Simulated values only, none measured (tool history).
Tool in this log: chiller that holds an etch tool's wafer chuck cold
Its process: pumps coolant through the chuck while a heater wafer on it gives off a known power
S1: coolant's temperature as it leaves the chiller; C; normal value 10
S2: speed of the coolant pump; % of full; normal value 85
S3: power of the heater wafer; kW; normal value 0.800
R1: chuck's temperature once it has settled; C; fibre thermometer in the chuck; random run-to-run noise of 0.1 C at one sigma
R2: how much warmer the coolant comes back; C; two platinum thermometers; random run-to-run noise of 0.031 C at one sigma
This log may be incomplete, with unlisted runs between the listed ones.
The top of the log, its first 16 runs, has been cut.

run,hour,S1,S2,S3,R1,R2
17,695.3,15,85,0.800,22.3,2.49
18,740.5,10,65,0.745,17.9,3.09
19,802.4,10,65,0.745,17.9,3.11
20,860.9,8,85,0.800,15.3,2.49
21,889.2,2,67,0.839,10.5,3.34
# hour 897.7: coolant pump overhauled
22,921.8,2,67,0.839,10.8,3.52
23,951.3,10,96,0.734,16.3,2.06
24,976.7,10,96,0.734,16.3,2.04
25,1028.1,9,91,0.736,15.5,2.23
26,1079.5,6,99,0.800,12.9,2.16
27,1117.3,6,99,0.800,12.7,2.15
28,1161.3,10,85,0.858,17.8,2.79
# hour 1180.5: coolant pump overhauled, once more
29,1220.0,17,92,0.723,23.0,1.84
30,1256.7,17,92,0.865,24.2,2.21
31,1296.6,20,85,1.103,29.3,3.10

Branching from run 31: 3 alternative next runs. What would each branch give?
A,1338.7,12,85,0.800,?,?
B,1338.7,20,68,1.080,?,?
C,1338.7,5,78,1.015,?,?

run,R1,R2
A,18.9,2.25
B,30.6,3.91
C,14.2,3.16
Stripped of hidden state, with their random variation kept, the same runs would have yielded:
run,R1,R2
A,18.0,2.23
B,29.5,3.87
C,13.2,3.13

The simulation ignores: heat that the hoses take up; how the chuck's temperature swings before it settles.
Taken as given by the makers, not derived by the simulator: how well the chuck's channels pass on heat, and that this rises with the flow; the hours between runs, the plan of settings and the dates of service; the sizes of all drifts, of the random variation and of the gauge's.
